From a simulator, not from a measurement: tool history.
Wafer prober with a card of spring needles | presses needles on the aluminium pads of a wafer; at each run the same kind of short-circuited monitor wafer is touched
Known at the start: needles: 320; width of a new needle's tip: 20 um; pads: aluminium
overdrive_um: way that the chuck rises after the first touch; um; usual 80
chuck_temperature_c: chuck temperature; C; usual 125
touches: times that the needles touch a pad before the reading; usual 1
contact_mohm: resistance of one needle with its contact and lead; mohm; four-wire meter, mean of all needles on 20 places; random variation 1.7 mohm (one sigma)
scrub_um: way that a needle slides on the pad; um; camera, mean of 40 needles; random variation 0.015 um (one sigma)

run   hour  overdrive_um  chuck_temperature_c  touches  contact_mohm  scrub_um
  1    0.0            80                  125        1           176     21.46
      14.6  -- tips cleaned on abrasive film
      27.1  -- tips cleaned on abrasive film
  2   31.0            80                  125        1           205     21.45
      40.4  -- tips cleaned on abrasive film
      53.8  -- tips cleaned on abrasive film
  3   59.0            80                  125        1           205     21.39
      66.7  -- tips cleaned on abrasive film
      79.8  -- tips cleaned on abrasive film
      92.0  -- tips cleaned on abrasive film
  4   92.0            80                  125        1           176     21.35
     100.2  -- height of the first contact set anew
     106.0  -- tips cleaned on abrasive film
     120.6  -- tips cleaned on abrasive film
  5  130.8            80                  125        1           230     21.60
     132.8  -- tips cleaned on abrasive film
     145.1  -- tips cleaned on abrasive film
     158.7  -- tips cleaned on abrasive film
  6  160.9            80                  125        1           190     21.54
     172.3  -- tips cleaned on abrasive film
     185.6  -- tips cleaned on abrasive film
  7  191.2            80                  125        1           210     21.51
     199.5  -- tips cleaned on abrasive film
     211.8  -- tips cleaned on abrasive film
  8  214.7            80                   40        1           189     21.46
     225.7  -- tips cleaned on abrasive film
     237.6  -- tips cleaned on abrasive film
     251.6  -- tips cleaned on abrasive film
  9  255.5            87                   99        2           182     23.31

Run 10 comes next. What will it give?
     266.0  -- tips cleaned on abrasive film
     280.5  -- tips cleaned on abrasive film
 10  288.2            67                   58        3             ?         ?

Run 10 gave contact_mohm 190 mohm, scrub_um 17.86 um.
Without the tool's hidden state the same run would have given contact_mohm 160 mohm, scrub_um 18.11 um.

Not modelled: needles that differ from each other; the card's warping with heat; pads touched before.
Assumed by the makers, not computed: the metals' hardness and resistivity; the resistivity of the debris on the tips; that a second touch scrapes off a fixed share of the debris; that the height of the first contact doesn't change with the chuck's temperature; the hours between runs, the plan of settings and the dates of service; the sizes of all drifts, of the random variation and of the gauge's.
